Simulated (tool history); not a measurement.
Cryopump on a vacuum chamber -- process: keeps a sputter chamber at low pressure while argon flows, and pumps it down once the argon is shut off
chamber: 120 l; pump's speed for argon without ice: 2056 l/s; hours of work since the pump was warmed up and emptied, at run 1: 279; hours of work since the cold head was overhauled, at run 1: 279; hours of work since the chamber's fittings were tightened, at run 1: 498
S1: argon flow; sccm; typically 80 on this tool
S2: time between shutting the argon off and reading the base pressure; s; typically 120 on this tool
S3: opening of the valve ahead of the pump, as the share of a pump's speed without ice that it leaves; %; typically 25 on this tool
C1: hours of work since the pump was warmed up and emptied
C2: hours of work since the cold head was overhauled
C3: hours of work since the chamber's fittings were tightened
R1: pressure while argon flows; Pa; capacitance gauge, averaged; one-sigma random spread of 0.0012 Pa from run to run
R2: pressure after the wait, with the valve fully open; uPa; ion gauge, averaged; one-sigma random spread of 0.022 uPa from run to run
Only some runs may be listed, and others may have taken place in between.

run,hour,S1,S2,S3,C1,C2,C3,R1,R2
1,0.0,80,120,25,279,279,498,0.2673,1.35
2,12.8,80,120,59,289,289,508,0.1174,1.36
3,33.7,80,120,25,306,306,525,0.2689,1.36
4,52.9,80,120,25,322,322,541,0.2682,1.39
5,64.2,80,120,25,331,331,550,0.2692,1.38
6,81.3,80,120,25,344,344,564,0.2696,1.41
7,97.0,80,120,25,357,357,577,0.2702,1.37
8,107.3,122,120,25,366,366,585,0.4124,1.42
9,129.1,50,120,25,383,383,603,0.1683,1.51
10,143.5,50,120,25,395,395,614,0.1681,1.49
11,165.6,80,120,48,413,413,632,0.1447,1.56
12,189.1,80,120,48,432,432,651,0.1448,1.57
13,207.5,80,120,25,447,447,666,0.2724,1.61
14,220.1,80,120,25,457,457,676,0.2727,1.61
15,233.9,80,120,16,468,468,688,0.4192,1.66
16,247.0,80,25,25,479,479,698,0.2716,3.43
17,260.2,80,25,25,489,489,709,0.2727,3.57

Forecast run 18:
18,274.6,80,25,25,501,501,721,?,?

{"run 18": {"R1": 0.2711, "R2": 3.53}}
Were there no unlogged condition in the tool, this run, its random variation unchanged, would have produced R1 0.2621 Pa, R2 2.48 uPa.
